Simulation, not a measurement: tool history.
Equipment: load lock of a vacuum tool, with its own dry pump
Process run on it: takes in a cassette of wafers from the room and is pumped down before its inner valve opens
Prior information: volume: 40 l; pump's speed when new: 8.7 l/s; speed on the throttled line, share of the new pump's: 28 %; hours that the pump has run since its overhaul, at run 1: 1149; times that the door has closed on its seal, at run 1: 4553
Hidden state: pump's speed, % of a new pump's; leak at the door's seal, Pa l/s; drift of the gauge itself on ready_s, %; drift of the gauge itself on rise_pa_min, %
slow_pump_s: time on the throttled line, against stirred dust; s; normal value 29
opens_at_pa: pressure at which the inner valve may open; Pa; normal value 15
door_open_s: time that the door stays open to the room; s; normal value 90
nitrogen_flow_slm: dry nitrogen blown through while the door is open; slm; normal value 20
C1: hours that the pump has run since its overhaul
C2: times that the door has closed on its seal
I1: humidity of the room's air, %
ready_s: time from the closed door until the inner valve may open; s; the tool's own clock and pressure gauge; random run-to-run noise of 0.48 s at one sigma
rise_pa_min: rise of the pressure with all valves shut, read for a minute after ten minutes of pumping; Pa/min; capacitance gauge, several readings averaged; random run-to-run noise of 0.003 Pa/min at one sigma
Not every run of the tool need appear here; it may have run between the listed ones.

{"run": 1, "hour": 0.0, "slow_pump_s": 29, "opens_at_pa": 15, "door_open_s": 90, "nitrogen_flow_slm": 20, "C1": 1149, "C2": 4553, "I1": 48.3, "ready_s": 62.7, "rise_pa_min": 0.059}
{"run": 2, "hour": 78.8, "slow_pump_s": 14, "opens_at_pa": 15, "door_open_s": 90, "nitrogen_flow_slm": 20, "C1": 1227, "C2": 4716, "I1": 45.4, "ready_s": 51.9, "rise_pa_min": 0.067}
{"run": 3, "hour": 143.0, "slow_pump_s": 29, "opens_at_pa": 15, "door_open_s": 150, "nitrogen_flow_slm": 20, "C1": 1292, "C2": 4849, "I1": 46.8, "ready_s": 62.4, "rise_pa_min": 0.069}
{"run": 4, "hour": 238.7, "slow_pump_s": 29, "opens_at_pa": 15, "door_open_s": 150, "nitrogen_flow_slm": 20, "C1": 1387, "C2": 5048, "I1": 46.3, "ready_s": 61.5, "rise_pa_min": 0.064}
{"run": 5, "hour": 307.6, "slow_pump_s": 29, "opens_at_pa": 11, "door_open_s": 90, "nitrogen_flow_slm": 20, "C1": 1456, "C2": 5190, "I1": 46.2, "ready_s": 63.4, "rise_pa_min": 0.057}
{"run": 6, "hour": 380.8, "slow_pump_s": 29, "opens_at_pa": 15, "door_open_s": 90, "nitrogen_flow_slm": 21, "C1": 1529, "C2": 5342, "I1": 45.8, "ready_s": 63.3, "rise_pa_min": 0.059}
{"run": 7, "hour": 468.8, "slow_pump_s": 29, "opens_at_pa": 15, "door_open_s": 90, "nitrogen_flow_slm": 21, "C1": 1617, "C2": 5524, "I1": 47.0, "ready_s": 62.2, "rise_pa_min": 0.064}
{"run": 8, "hour": 545.6, "slow_pump_s": 29, "opens_at_pa": 15, "door_open_s": 90, "nitrogen_flow_slm": 21, "C1": 1694, "C2": 5683, "I1": 44.8, "ready_s": 62.3, "rise_pa_min": 0.068}
{"run": 9, "hour": 628.9, "slow_pump_s": 29, "opens_at_pa": 15, "door_open_s": 90, "nitrogen_flow_slm": 21, "C1": 1778, "C2": 5855, "I1": 43.2, "ready_s": 63.5, "rise_pa_min": 0.064}
{"run": 10, "hour": 674.9, "slow_pump_s": 29, "opens_at_pa": 15, "door_open_s": 90, "nitrogen_flow_slm": 21, "C1": 1824, "C2": 5951, "I1": 43.9, "ready_s": 61.9, "rise_pa_min": 0.072}
{"run": 11, "hour": 762.5, "slow_pump_s": 49, "opens_at_pa": 18, "door_open_s": 168, "nitrogen_flow_slm": 5, "C1": 1911, "C2": 6132, "I1": 44.3, "ready_s": 75.4, "rise_pa_min": 0.111}
{"run": 12, "hour": 848.0, "slow_pump_s": 49, "opens_at_pa": 18, "door_open_s": 147, "nitrogen_flow_slm": 23, "C1": 1997, "C2": 6309, "I1": 47.6, "ready_s": 74.7, "rise_pa_min": 0.076}
{"run": 13, "hour": 927.0, "slow_pump_s": 29, "opens_at_pa": 24, "door_open_s": 183, "nitrogen_flow_slm": 20, "C1": 2076, "C2": 6473, "I1": 45.4, "ready_s": 59.9, "rise_pa_min": 0.072}

The same runs without the tool's hidden state, with the same run-to-run variation:
run=1 ready_s=62.0 rise_pa_min=0.025
run=2 ready_s=51.1 rise_pa_min=0.032
run=3 ready_s=61.7 rise_pa_min=0.033
run=4 ready_s=60.7 rise_pa_min=0.026
run=5 ready_s=62.6 rise_pa_min=0.018
run=6 ready_s=62.5 rise_pa_min=0.018
run=7 ready_s=61.3 rise_pa_min=0.021
run=8 ready_s=61.4 rise_pa_min=0.024
run=9 ready_s=62.6 rise_pa_min=0.019
run=10 ready_s=61.0 rise_pa_min=0.025
run=11 ready_s=74.7 rise_pa_min=0.062
run=12 ready_s=74.0 rise_pa_min=0.026
run=13 ready_s=59.0 rise_pa_min=0.020
